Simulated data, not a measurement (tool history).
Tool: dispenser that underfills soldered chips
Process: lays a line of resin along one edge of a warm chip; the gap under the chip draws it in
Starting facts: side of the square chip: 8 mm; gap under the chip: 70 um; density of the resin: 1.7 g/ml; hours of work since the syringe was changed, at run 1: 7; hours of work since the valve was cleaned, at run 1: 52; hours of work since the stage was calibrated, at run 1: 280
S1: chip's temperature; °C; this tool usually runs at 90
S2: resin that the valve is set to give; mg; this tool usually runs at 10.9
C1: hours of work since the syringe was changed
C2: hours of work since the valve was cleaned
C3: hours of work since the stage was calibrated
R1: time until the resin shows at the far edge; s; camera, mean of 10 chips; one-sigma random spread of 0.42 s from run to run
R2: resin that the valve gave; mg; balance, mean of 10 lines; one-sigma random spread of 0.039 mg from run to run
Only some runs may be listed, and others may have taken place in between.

run 1 hour=0 | S1=90 S2=10.9 | C1=7 C2=52 C3=280 | R1=45.2 R2=10.48
-- hour=3.3 new syringe of resin
run 2 hour=7.6 | S1=90 S2=10.9 | C1=3 C2=57 C3=285 | R1=37.9 R2=10.54
-- hour=16.2 new syringe of resin
run 3 hour=17.3 | S1=90 S2=10.2 | C1=1 C2=64 C3=291 | R1=34.8 R2=9.85
-- hour=22.7 dispensing valve cleaned and set on the balance
run 4 hour=26.7 | S1=90 S2=10.2 | C1=7 C2=3 C3=297 | R1=47.4 R2=10.21
-- hour=30.1 new syringe of resin
run 5 hour=33.6 | S1=90 S2=10.2 | C1=2 C2=7 C3=301 | R1=36.7 R2=10.1
run 6 hour=41.5 | S1=90 S2=10.9 | C1=8 C2=13 C3=307 | R1=48.5 R2=10.79
-- hour=42.9 new syringe of resin
run 7 hour=52.2 | S1=96 S2=10.9 | C1=6 C2=20 C3=314 | R1=35.9 R2=10.73
-- hour=55.4 new syringe of resin
run 8 hour=62.1 | S1=90 S2=10.4 | C1=5 C2=26 C3=320 | R1=41.1 R2=10.21
-- hour=68.9 new syringe of resin
run 9 hour=69 | S1=90 S2=10.4 | C1=0 C2=31 C3=325 | R1=32 R2=10.19
-- hour=82.1 new syringe of resin
run 10 hour=82.1 | S1=90 S2=10.4 | C1=0 C2=39 C3=333 | R1=32.7 R2=10.15
-- hour=95.1 new syringe of resin
run 11 hour=97.2 | S1=90 S2=10 | C1=1 C2=50 C3=344 | R1=35.7 R2=9.69
run 12 hour=106.7 | S1=90 S2=10 | C1=8 C2=56 C3=350 | R1=51.2 R2=9.57
-- hour=107.7 new syringe of resin
run 13 hour=118.5 | S1=90 S2=10 | C1=7 C2=64 C3=358 | R1=50.7 R2=9.59
-- hour=120.7 new syringe of resin
-- hour=124 dispensing valve cleaned and set on the balance
run 14 hour=131.3 | S1=90 S2=10.7 | C1=7 C2=5 C3=366 | R1=47.3 R2=10.61
-- hour=134.3 new syringe of resin
run 15 hour=137.7 | S1=90 S2=10.7 | C1=2 C2=9 C3=370 | R1=35.3 R2=10.59
-- hour=147.1 new syringe of resin
run 16 hour=147.9 | S1=90 S2=10.7 | C1=1 C2=16 C3=377 | R1=32.1 R2=10.62
run 17 hour=159.2 | S1=90 S2=11.8 | C1=8 C2=24 C3=384 | R1=49.7 R2=11.58
-- hour=160.2 new syringe of resin
run 18 hour=167.1 | S1=90 S2=11.8 | C1=5 C2=29 C3=390 | R1=41.6 R2=11.57
-- hour=172.9 new syringe of resin
run 19 hour=179.3 | S1=82 S2=10.9 | C1=4 C2=37 C3=398 | R1=57.4 R2=10.63
-- hour=185.5 new syringe of resin
run 20 hour=194.6 | S1=97 S2=11.8 | C1=6 C2=47 C3=408 | R1=35.3 R2=11.41
-- hour=198.4 new syringe of resin
run 21 hour=208 | S1=97 S2=11.8 | C1=7 C2=56 C3=417 | R1=35.7 R2=11.32
-- hour=211 new syringe of resin
run 22 hour=222.2 | S1=79 S2=9.9 | C1=8 C2=66 C3=426 | R1=82 R2=9.42
-- hour=224.7 new syringe of resin
-- hour=225.7 dispensing valve cleaned and set on the balance
run 23 hour=232.3 | S1=79 S2=9.9 | C1=4 C2=4 C3=432 | R1=69.9 R2=9.87
-- hour=239.5 new syringe of resin
run 24 hour=240.1 | S1=81 S2=10.1 | C1=0 C2=10 C3=437 | R1=49.2 R2=10.1

Run 25 is up next; what results do you expect?
run 25 hour=251.4 | S1=105 S2=12.1 | C1=8 C2=17 C3=445 | R1=? R2=?

{"run 25": {"R1": 27.3, "R2": 12}}
Without the tool's hidden state the same run would have given R1 16.1 s, R2 12.14 mg.
